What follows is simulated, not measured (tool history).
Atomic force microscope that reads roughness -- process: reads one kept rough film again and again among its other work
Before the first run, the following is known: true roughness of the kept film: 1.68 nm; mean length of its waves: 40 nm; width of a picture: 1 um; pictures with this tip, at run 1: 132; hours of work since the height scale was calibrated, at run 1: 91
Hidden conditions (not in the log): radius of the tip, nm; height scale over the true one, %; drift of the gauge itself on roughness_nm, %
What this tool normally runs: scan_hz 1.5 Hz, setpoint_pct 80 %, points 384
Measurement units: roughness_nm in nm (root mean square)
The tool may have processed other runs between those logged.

run,day,scan_hz,setpoint_pct,points,pictures with this tip,hours of work since the height scale was calibrated,roughness_nm
1,0,1.5,80,384,132,91,1.432
2,0.358,1.5,80,384,142,96,1.438
3,0.733,0.88,80,384,152,101,1.507
4,1.125,0.88,80,384,163,106,1.499
5,1.404,0.88,80,384,171,109,1.502
6,1.8,0.88,80,384,181,114,1.506
7,2.321,1.5,72,384,195,121,1.484
8,2.829,1.5,72,384,209,127,1.486
9,3.283,1.5,72,384,222,133,1.492
10,3.562,1.5,72,384,229,137,1.501
11,4.004,1.5,72,384,241,142,1.495
12,4.462,1.5,72,384,254,148,1.494
13,4.746,1.5,80,384,262,152,1.436
14,5.25,1.5,80,384,275,158,1.433
15,5.758,1.5,80,384,289,165,1.431
16,6.275,1.5,80,384,303,171,1.433
# day 6.35: new tip fitted
17,6.517,1.5,80,384,4,174,1.442
18,6.883,1.5,80,384,14,179,1.432
19,7.262,1.5,80,384,24,184,1.446
20,7.625,1.5,80,384,34,188,1.446
21,7.912,1.5,80,384,42,192,1.445
22,8.154,1.5,80,384,49,195,1.453
23,8.638,0.53,78,846,62,201,1.555
24,8.971,0.53,78,846,71,205,1.564
25,9.333,0.53,90,846,81,210,1.509
26,9.596,0.53,90,299,88,213,1.513
27,10.117,0.53,90,299,102,220,1.515
28,10.433,0.53,90,299,111,224,1.506
29,10.896,0.53,90,299,123,230,1.5
30,11.208,0.53,90,558,132,234,1.519
31,11.55,1.37,80,384,141,238,1.455
32,11.812,1.37,80,384,148,241,1.459
33,12.083,1.37,80,384,156,245,1.463
34,12.525,1.37,81,384,168,250,1.44
35,12.746,1.37,81,384,174,253,1.447
36,13.104,0.8,88,387,184,258,1.487
37,13.496,0.8,88,387,194,263,1.457
38,13.954,0.61,88,650,207,269,1.51
39,14.367,0.86,73,336,218,274,1.541
40,14.796,0.86,73,336,230,279,1.537
41,15.262,2.01,78,443,242,285,1.408
42,15.583,2.01,78,443,251,289,1.404
43,16.083,0.58,86,384,265,296,1.517

What differs in the tool's unlogged condition from the final listed run ahead of each entry between runs to the first listed run following it?
Runs 16 to 17: new tip fitted (day 6.35)
  radius of the tip, nm: 10.8 -> 10
